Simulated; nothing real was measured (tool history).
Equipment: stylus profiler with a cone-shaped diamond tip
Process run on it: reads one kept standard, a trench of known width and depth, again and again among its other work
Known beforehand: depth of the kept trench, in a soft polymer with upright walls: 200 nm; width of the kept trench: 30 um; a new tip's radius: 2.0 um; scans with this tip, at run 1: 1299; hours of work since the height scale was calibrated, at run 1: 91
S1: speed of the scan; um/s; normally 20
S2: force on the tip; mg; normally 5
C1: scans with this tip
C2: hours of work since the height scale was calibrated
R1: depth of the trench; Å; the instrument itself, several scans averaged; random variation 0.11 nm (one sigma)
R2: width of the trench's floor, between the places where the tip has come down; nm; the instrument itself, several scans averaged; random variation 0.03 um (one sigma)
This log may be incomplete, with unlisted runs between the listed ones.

| run | hour | S1 | S2 | C1 | C2 | R1 | R2 |
|---|---|---|---|---|---|---|---|
| 1 | 0 | 20 | 5 | 1299 | 91 | 2033.4 | 28000 |
| 2 | 54 | 19 | 5 | 1668 | 117 | 2030.6 | 27990 |
| 3 | 145.2 | 15 | 5 | 2292 | 160 | 2031.7 | 27940 |
| 4 | 202.1 | 15 | 3.48 | 2681 | 187 | 2023.7 | 27900 |
| 5 | 289.1 | 15 | 3.48 | 3277 | 229 | 2023.1 | 27830 |
| 6 | 359.7 | 14 | 5 | 3760 | 263 | 2032.2 | 27730 |
| 7 | 476.8 | 20 | 5 | 4561 | 319 | 2029.8 | 27700 |
| 8 | 537.8 | 20 | 12.89 | 4978 | 348 | 2054.9 | 27720 |
| 9 | 629.5 | 20 | 12.89 | 5605 | 392 | 2055.8 | 27650 |
| 10 | 749.6 | 20 | 12.89 | 6427 | 449 | 2054.9 | 27580 |
| 11 | 872.9 | 20 | 5 | 7270 | 508 | 2029 | 27480 |
| 12 | 951 | 77 | 5 | 7805 | 545 | 2029.4 | 27270 |
| 13 | 1066.2 | 77 | 5 | 8592 | 600 | 2027.5 | 27110 |
| 14 | 1195.5 | 77 | 11.41 | 9477 | 662 | 2049.9 | 27240 |
| 15 | 1252 | 20 | 5 | 9863 | 689 | 2028.1 | 27250 |
|  | 1264.3 | height scale calibrated on a step standard |
| 16 | 1342.5 | 20 | 5 | 10479 | 37 | 2024.7 | 27260 |
| 17 | 1416.9 | 20 | 5 | 10988 | 73 | 2024.5 | 27180 |
| 18 | 1514.9 | 20 | 11.14 | 11658 | 120 | 2046.5 | 27150 |
| 19 | 1585.4 | 20 | 5 | 12141 | 153 | 2024.7 | 27060 |
| 20 | 1685.9 | 20 | 5 | 12828 | 201 | 2024.3 | 27050 |
|  | 1731.8 | new tip fitted, height scale calibrated |
| 21 | 1811.4 | 20 | 5 | 544 | 38 | 2028 | 28170 |
|  | 1916.6 | height scale calibrated on a step standard, once more |
| 22 | 1916.6 | 20 | 3.88 | 1260 | 0 | 2026.8 | 28030 |
| 23 | 1977.5 | 20 | 2.93 | 1677 | 29 | 2021.1 | 27960 |
| 24 | 2051.6 | 20 | 2.93 | 2184 | 65 | 2023.4 | 27890 |
| 25 | 2105.1 | 51 | 4.66 | 2550 | 90 | 2029.4 | 27750 |
| 26 | 2188.5 | 17 | 5.1 | 3120 | 130 | 2030.7 | 27830 |
| 27 | 2305 | 35 | 7.25 | 3917 | 186 | 2039 | 27690 |
| 28 | 2368 | 35 | 7.25 | 4348 | 216 | 2040.2 | 27650 |
| 29 | 2496.5 | 35 | 7.25 | 5228 | 277 | 2038.6 | 27610 |
| 30 | 2562.2 | 20 | 9.57 | 5677 | 309 | 2045.2 | 27660 |
| 31 | 2619.1 | 43 | 1.68 | 6066 | 336 | 2012.9 | 27390 |
| 32 | 2687.8 | 8 | 13.47 | 6536 | 369 | 2059.6 | 27560 |
| 33 | 2752.8 | 8 | 13.47 | 6981 | 400 | 2058 | 27540 |
| 34 | 2814.3 | 8 | 13.47 | 7401 | 429 | 2059.3 | 27510 |
| 35 | 2877.6 | 48 | 14.07 | 7834 | 459 | 2058.9 | 27360 |
| 36 | 2950.3 | 34 | 3.91 | 8331 | 494 | 2023.6 | 27310 |
| 37 | 3040.5 | 34 | 3.91 | 8949 | 537 | 2023.8 | 27280 |
| 38 | 3160.4 | 13 | 6.61 | 9769 | 594 | 2034.6 | 27290 |
| 39 | 3259.7 | 10 | 3.64 | 10448 | 642 | 2020.9 | 27240 |
| 40 | 3329.9 | 5 | 2.76 | 10929 | 675 | 2017.3 | 27250 |
| 41 | 3416 | 5 | 3.18 | 11518 | 717 | 2020.6 | 27180 |
| 42 | 3487.6 | 14 | 3.18 | 12007 | 751 | 2020.6 | 27150 |
| 43 | 3563.6 | 14 | 3.18 | 12527 | 787 | 2019.1 | 27020 |
|  | 3656.2 | new tip fitted, height scale calibrated |
| 44 | 3680.2 | 14 | 7.29 | 164 | 11 | 2039.8 | 28200 |
| 45 | 3771.1 | 15 | 2.26 | 786 | 55 | 2019.5 | 28090 |
| 46 | 3895.3 | 15 | 2.26 | 1636 | 114 | 2015.4 | 27950 |
| 47 | 4000.7 | 15 | 2.26 | 2357 | 165 | 2016.2 | 27900 |

Measured result minus the same run's result without the hidden state. Both carry the same run-to-run variation, though not necessarily the same gauge scatter:
What the log doesn't record here: radius of the tip, um; height scale over the true one, %; drift of the gauge itself on depth_nm, %; drift of the gauge itself on floor_um, %.
| run | R1 | R2 |
|---|---|---|
| 1 | -0.3 | -170 |
| 2 | -0.5 | -200 |
| 3 | -0.8 | -260 |
| 4 | -0.9 | -300 |
| 5 | -1.2 | -360 |
| 6 | -1.4 | -400 |
| 7 | -1.7 | -480 |
| 8 | -2 | -520 |
| 9 | -2.3 | -570 |
| 10 | -2.6 | -640 |
| 11 | -3 | -720 |
| 12 | -3.2 | -760 |
| 13 | -3.5 | -820 |
| 14 | -4 | -880 |
| 15 | -4.1 | -920 |
| 16 | -6 | -960 |
| 17 | -6.2 | -1000 |
| 18 | -6.6 | -1050 |
| 19 | -6.7 | -1090 |
| 20 | -7.1 | -1140 |
| 21 | -1.2 | -70 |
| 22 | +0.5 | -140 |
| 23 | +0.3 | -200 |
| 24 | +0 | -250 |
| 25 | -0.1 | -290 |
| 26 | -0.3 | -340 |
| 27 | -0.7 | -420 |
| 28 | -0.9 | -460 |
| 29 | -1.2 | -530 |
| 30 | -1.4 | -580 |
| 31 | -1.6 | -620 |
| 32 | -1.8 | -660 |
| 33 | -2.1 | -690 |
| 34 | -2.3 | -720 |
| 35 | -2.5 | -760 |
| 36 | -2.7 | -800 |
| 37 | -2.9 | -840 |
| 38 | -3.3 | -910 |
| 39 | -3.6 | -970 |
| 40 | -3.8 | -990 |
| 41 | -4.1 | -1040 |
| 42 | -4.3 | -1070 |
| 43 | -4.5 | -1110 |
| 44 | -0.3 | -20 |
| 45 | -0.6 | -90 |
| 46 | -0.9 | -190 |
| 47 | -1.3 | -270 |

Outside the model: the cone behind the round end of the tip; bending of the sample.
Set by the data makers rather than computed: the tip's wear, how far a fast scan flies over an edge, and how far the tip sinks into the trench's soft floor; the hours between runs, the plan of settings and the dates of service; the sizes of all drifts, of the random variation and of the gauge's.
